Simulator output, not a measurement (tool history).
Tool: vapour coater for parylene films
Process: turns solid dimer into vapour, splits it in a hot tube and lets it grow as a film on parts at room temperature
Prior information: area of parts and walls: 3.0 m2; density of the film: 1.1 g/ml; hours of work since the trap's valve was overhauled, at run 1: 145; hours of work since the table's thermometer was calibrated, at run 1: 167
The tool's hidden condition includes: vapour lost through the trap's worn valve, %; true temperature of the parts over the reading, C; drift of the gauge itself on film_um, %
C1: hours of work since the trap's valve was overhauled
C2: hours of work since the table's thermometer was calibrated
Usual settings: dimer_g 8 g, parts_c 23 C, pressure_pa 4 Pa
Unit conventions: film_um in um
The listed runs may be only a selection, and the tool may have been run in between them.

Run 1, day 0: usual settings; C1 145; C2 167. Result: film_um 1.63 um.
Run 2, day 0.558: usual settings but dimer_g 13 g; C1 156; C2 178. Result: film_um 2.68 um.
Run 3, day 1.171: usual settings; C1 168; C2 190. Result: film_um 1.62 um.
Run 4, day 1.542: usual settings; C1 176; C2 198. Result: film_um 1.61 um.
Run 5, day 1.912: usual settings; C1 183; C2 205. Result: film_um 1.63 um.
Run 6, day 2.312: usual settings but dimer_g 4 g; C1 191; C2 214. Result: film_um 0.86 um.
Run 7, day 2.967: usual settings but dimer_g 4 g; C1 205; C2 227. Result: film_um 0.82 um.
Run 8, day 3.508: usual settings; C1 215; C2 238. Result: film_um 1.6 um.
Run 9, day 3.912: usual settings but dimer_g 14 g; C1 224; C2 246. Result: film_um 2.85 um.
Run 10, day 4.458: usual settings but parts_c 19 C; C1 235; C2 257. Result: film_um 1.98 um.
Run 11, day 5.062: usual settings; C1 247; C2 269. Result: film_um 1.56 um.
Run 12, day 5.438: usual settings; C1 254; C2 277. Result: film_um 1.62 um.
Run 13, day 5.717: usual settings but parts_c 27 C, pressure_pa 3.65 Pa; C1 260; C2 282. Result: film_um 1.31 um.
Run 14, day 6.154: usual settings but parts_c 15 C, pressure_pa 2.37 Pa; C1 269; C2 291. Result: film_um 2.25 um.
Run 15, day 6.638: usual settings but dimer_g 3 g, parts_c 27 C, pressure_pa 7.94 Pa; C1 279; C2 301. Result: film_um 0.46 um.
Run 16, day 7.217: usual settings but dimer_g 3 g, parts_c 27 C, pressure_pa 7.94 Pa; C1 290; C2 313. Result: film_um 0.42 um.
Run 17, day 7.742: usual settings but dimer_g 9 g, parts_c 15 C, pressure_pa 2.7 Pa; C1 301; C2 323. Result: film_um 2.56 um.
Run 18, day 8.083: usual settings but dimer_g 4 g, parts_c 26 C; C1 308; C2 330. Result: film_um 0.66 um.
Run 19, day 8.754: usual settings but dimer_g 3 g, pressure_pa 2.2 Pa; C1 321; C2 344. Result: film_um 0.64 um.
Run 20, day 9.075: usual settings but dimer_g 3 g, pressure_pa 2.2 Pa; C1 328; C2 350. Result: film_um 0.68 um.
Run 21, day 9.425: usual settings but dimer_g 9 g, parts_c 29 C, pressure_pa 9.58 Pa; C1 335; C2 357. Result: film_um 1.2 um.
Run 22, day 9.788: usual settings but dimer_g 9 g, parts_c 16 C, pressure_pa 7.63 Pa; C1 342; C2 364. Result: film_um 2.24 um.
Run 23, day 10.196: usual settings but dimer_g 9 g, parts_c 16 C, pressure_pa 7.63 Pa; C1 350; C2 373. Result: film_um 2.26 um.

Consider 3 possible next runs. They are alternatives, not a sequence: every one starts from the tool as it was left by run 23. What does each give?
Run A, day 10.512: usual settings but dimer_g 6 g, parts_c 19 C, pressure_pa 2.1 Pa; C1 357; C2 379. Result: film_um ?.
Run B, day 10.512: usual settings but dimer_g 9 g, parts_c 21 C, pressure_pa 8.37 Pa; C1 357; C2 379. Result: film_um ?.
Run C, day 10.512: usual settings but dimer_g 6 g, parts_c 31 C, pressure_pa 4.86 Pa; C1 357; C2 379. Result: film_um ?.

run  film_um
  A     1.57
  B     1.74
  C     0.82
Take away the tool's hidden state, keep each run's random variation, and the runs would have read:
run  film_um
  A     1.65
  B     1.82
  C     0.85

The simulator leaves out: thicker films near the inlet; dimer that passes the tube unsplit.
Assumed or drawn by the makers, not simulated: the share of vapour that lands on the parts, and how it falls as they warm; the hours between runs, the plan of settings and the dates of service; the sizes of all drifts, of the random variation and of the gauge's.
